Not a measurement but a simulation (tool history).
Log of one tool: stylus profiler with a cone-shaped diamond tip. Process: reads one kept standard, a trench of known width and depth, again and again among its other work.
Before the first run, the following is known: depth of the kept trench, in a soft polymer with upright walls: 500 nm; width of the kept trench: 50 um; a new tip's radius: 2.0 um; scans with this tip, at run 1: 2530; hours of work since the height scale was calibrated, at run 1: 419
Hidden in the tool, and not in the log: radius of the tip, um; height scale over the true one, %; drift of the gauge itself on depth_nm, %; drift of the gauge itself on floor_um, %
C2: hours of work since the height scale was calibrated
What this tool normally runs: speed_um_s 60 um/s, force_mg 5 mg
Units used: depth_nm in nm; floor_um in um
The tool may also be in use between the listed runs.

Run 1, hour 0: usual settings; scans with this tip 2530; C2 419. Result: depth_nm 506.61 nm, floor_um 47.12 um.
Run 2, hour 24.7: usual settings; scans with this tip 2600; C2 430. Result: depth_nm 506.74 nm, floor_um 47.09 um.
Run 3, hour 37.4: usual settings; scans with this tip 2635; C2 436. Result: depth_nm 506.57 nm, floor_um 47.09 um.
Run 4, hour 65.9: usual settings; scans with this tip 2715; C2 450. Result: depth_nm 506.44 nm, floor_um 47.08 um.
Run 5, hour 90.1: usual settings but speed_um_s 215 um/s; scans with this tip 2783; C2 461. Result: depth_nm 506.6 nm, floor_um 46.72 um.
Run 6, hour 118.8: usual settings but force_mg 12.33 mg; scans with this tip 2864; C2 474. Result: depth_nm 511.5 nm, floor_um 47.13 um.
Run 7, hour 148.3: usual settings but force_mg 12.33 mg; scans with this tip 2947; C2 488. Result: depth_nm 511.57 nm, floor_um 47.12 um.
Run 8, hour 177.7: usual settings but force_mg 1.98 mg; scans with this tip 3029; C2 502. Result: depth_nm 504.03 nm, floor_um 46.99 um.
Run 9, hour 202: usual settings but force_mg 1.98 mg; scans with this tip 3097; C2 513. Result: depth_nm 504.24 nm, floor_um 46.93 um.
Run 10, hour 225.6: usual settings but force_mg 1.98 mg; scans with this tip 3164; C2 524. Result: depth_nm 504.17 nm, floor_um 46.92 um.
Run 11, hour 252.4: usual settings; scans with this tip 3239; C2 536. Result: depth_nm 506.61 nm, floor_um 47.02 um.
Run 12, hour 270.9: usual settings; scans with this tip 3291; C2 545. Result: depth_nm 506.74 nm, floor_um 47.04 um.
Run 13, hour 286.6: usual settings; scans with this tip 3335; C2 552. Result: depth_nm 506.74 nm, floor_um 47.02 um.
Run 14, hour 309.2: usual settings; scans with this tip 3399; C2 563. Result: depth_nm 506.81 nm, floor_um 47.02 um.
Run 15, hour 327.2: usual settings; scans with this tip 3449; C2 571. Result: depth_nm 506.81 nm, floor_um 47.03 um.
Run 16, hour 346.4: usual settings but force_mg 3.94 mg; scans with this tip 3503; C2 580. Result: depth_nm 505.99 nm, floor_um 47.04 um.
Run 17, hour 359.9: usual settings but force_mg 3.94 mg; scans with this tip 3541; C2 586. Result: depth_nm 506.38 nm, floor_um 46.96 um.
Run 18, hour 380.7: usual settings but force_mg 3.52 mg; scans with this tip 3599; C2 596. Result: depth_nm 505.84 nm, floor_um 47.01 um.
At hour 383.3: height scale calibrated on a step standard.
Run 19, hour 402.2: usual settings; scans with this tip 3658; C2 9. Result: depth_nm 507.4 nm, floor_um 47.01 um.
Run 20, hour 424.7: usual settings; scans with this tip 3722; C2 19. Result: depth_nm 507.72 nm, floor_um 47.01 um.
At hour 445.9: height scale calibrated on a step standard, once more.
Run 21, hour 447.6: usual settings; scans with this tip 3785; C2 1. Result: depth_nm 505.65 nm, floor_um 47.02 um.
Run 22, hour 461.3: usual settings but force_mg 14.26 mg; scans with this tip 3823; C2 7. Result: depth_nm 511.38 nm, floor_um 47.06 um.
Run 23, hour 482.9: usual settings but force_mg 4.15 mg; scans with this tip 3884; C2 17. Result: depth_nm 505.04 nm, floor_um 47.04 um.
Run 24, hour 498.3: usual settings but speed_um_s 22 um/s, force_mg 8.3 mg; scans with this tip 3927; C2 24. Result: depth_nm 507.94 nm, floor_um 47.12 um.
Run 25, hour 518.6: usual settings but speed_um_s 22 um/s, force_mg 8.3 mg; scans with this tip 3984; C2 34. Result: depth_nm 508.02 nm, floor_um 47.15 um.
Run 26, hour 544.9: usual settings but speed_um_s 22 um/s, force_mg 8.3 mg; scans with this tip 4058; C2 46. Result: depth_nm 507.84 nm, floor_um 47.11 um.
Run 27, hour 572.2: usual settings but speed_um_s 22 um/s, force_mg 8.3 mg; scans with this tip 4135; C2 59. Result: depth_nm 508.02 nm, floor_um 47.19 um.
Run 28, hour 591.5: usual settings but speed_um_s 154 um/s, force_mg 14.07 mg; scans with this tip 4189; C2 68. Result: depth_nm 511.29 nm, floor_um 46.96 um.
Run 29, hour 612.3: usual settings but speed_um_s 154 um/s, force_mg 14.07 mg; scans with this tip 4247; C2 77. Result: depth_nm 511.47 nm, floor_um 46.95 um.
Run 30, hour 631.8: usual settings but speed_um_s 154 um/s, force_mg 14.07 mg; scans with this tip 4302; C2 86. Result: depth_nm 511.54 nm, floor_um 46.94 um.
Run 31, hour 650: usual settings but speed_um_s 70 um/s, force_mg 13.78 mg; scans with this tip 4353; C2 95. Result: depth_nm 511.36 nm, floor_um 47.11 um.
Run 32, hour 666.6: usual settings but speed_um_s 153 um/s, force_mg 7.29 mg; scans with this tip 4400; C2 103. Result: depth_nm 507.53 nm, floor_um 46.78 um.
Run 33, hour 686.9: usual settings but speed_um_s 80 um/s, force_mg 3.29 mg; scans with this tip 4457; C2 112. Result: depth_nm 504.25 nm, floor_um 46.89 um.
Run 34, hour 708: usual settings but speed_um_s 212 um/s, force_mg 2.77 mg; scans with this tip 4516; C2 122. Result: depth_nm 504.02 nm, floor_um 46.47 um.
Run 35, hour 726.7: usual settings but speed_um_s 122 um/s; scans with this tip 4569; C2 131. Result: depth_nm 505.68 nm, floor_um 46.88 um.
Run 36, hour 740.7: usual settings but speed_um_s 122 um/s; scans with this tip 4608; C2 137. Result: depth_nm 505.86 nm, floor_um 46.84 um.
Run 37, hour 765.3: usual settings but speed_um_s 21 um/s, force_mg 6.68 mg; scans with this tip 4677; C2 149. Result: depth_nm 507.32 nm, floor_um 47.09 um.
Run 38, hour 782.6: usual settings but speed_um_s 50 um/s, force_mg 8.54 mg; scans with this tip 4725; C2 157. Result: depth_nm 508.41 nm, floor_um 47.02 um.
Run 39, hour 810.8: usual settings but speed_um_s 50 um/s, force_mg 8.54 mg; scans with this tip 4805; C2 170. Result: depth_nm 508.5 nm, floor_um 47.01 um.
Run 40, hour 837.4: usual settings but speed_um_s 211 um/s, force_mg 1.78 mg; scans with this tip 4879; C2 182. Result: depth_nm 503.13 nm, floor_um 46.35 um.
Run 41, hour 850.4: usual settings but speed_um_s 29 um/s, force_mg 8.48 mg; scans with this tip 4916; C2 188. Result: depth_nm 508.64 nm, floor_um 47.06 um.
Run 42, hour 862.7: usual settings but speed_um_s 206 um/s, force_mg 12.21 mg; scans with this tip 4951; C2 194. Result: depth_nm 510.72 nm, floor_um 46.86 um.
Run 43, hour 882.1: usual settings but speed_um_s 206 um/s, force_mg 12.21 mg; scans with this tip 5005; C2 203. Result: depth_nm 510.84 nm, floor_um 46.78 um.
Run 44, hour 894.9: usual settings but speed_um_s 51 um/s, force_mg 3.88 mg; scans with this tip 5041; C2 209. Result: depth_nm 504.89 nm, floor_um 47 um.
Run 45, hour 907.7: usual settings but speed_um_s 35 um/s, force_mg 4.37 mg; scans with this tip 5077; C2 215. Result: depth_nm 505.42 nm, floor_um 46.98 um.

Here are 3 independent what-if runs from the current tool condition. What would each one return?
Run A, hour 927.8: usual settings but speed_um_s 52 um/s, force_mg 1.92 mg; scans with this tip 5133; C2 224. Result: depth_nm ?, floor_um ?.
Run B, hour 927.8: usual settings but force_mg 3.79 mg; scans with this tip 5133; C2 224. Result: depth_nm ?, floor_um ?.
Run C, hour 927.8: usual settings but speed_um_s 73 um/s, force_mg 1.68 mg; scans with this tip 5133; C2 224. Result: depth_nm ?, floor_um ?.

run  depth_nm  floor_um
  A    503.34     46.94
  B    505.05     47.04
  C       503     46.82
Take away the tool's hidden state, keep each run's random variation, and the runs would have read:
run  depth_nm  floor_um
  A    503.04     47.19
  B    504.76     47.28
  C    502.71     47.07

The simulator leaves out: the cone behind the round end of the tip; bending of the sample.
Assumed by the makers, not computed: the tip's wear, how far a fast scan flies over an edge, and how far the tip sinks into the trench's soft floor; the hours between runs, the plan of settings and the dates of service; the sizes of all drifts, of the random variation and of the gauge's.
